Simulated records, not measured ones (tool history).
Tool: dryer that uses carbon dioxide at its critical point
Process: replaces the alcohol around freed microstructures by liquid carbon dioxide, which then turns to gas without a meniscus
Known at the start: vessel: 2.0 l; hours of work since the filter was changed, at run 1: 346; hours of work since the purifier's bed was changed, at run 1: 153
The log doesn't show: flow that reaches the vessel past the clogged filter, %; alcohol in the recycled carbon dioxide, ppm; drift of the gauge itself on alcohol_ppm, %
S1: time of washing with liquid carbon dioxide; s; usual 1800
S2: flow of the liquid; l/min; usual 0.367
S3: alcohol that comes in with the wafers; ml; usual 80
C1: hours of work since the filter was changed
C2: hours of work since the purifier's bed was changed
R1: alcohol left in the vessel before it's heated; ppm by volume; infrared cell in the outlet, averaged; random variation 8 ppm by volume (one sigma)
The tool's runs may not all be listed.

run  hour    S1     S2  S3   C1   C2   R1
  1   0.0  1800  0.367  80  346  153  940
  2   4.2  2640  0.367  80  348  155  199
  3  10.8  1800  0.367  58  351  158  693
  4  15.9  1860  0.367  80  353  161  877
     23.5  -- inlet filter changed
  5  23.8  1860  0.367  80    0  164  419
  6  31.4  2100  0.503  80    4  168   77
  7  35.4  2100  0.503  45    6  170   61
  8  41.9  2040  0.367  42    9  173  177
  9  48.4  2040  0.321  23   12  176  180

Run 10 comes next. What will it give?
 10  56.1  2520  0.367  78  16  180   ?

R1: 124 ppm by volume
Without the tool's hidden state the same run would have given R1 73 ppm by volume.
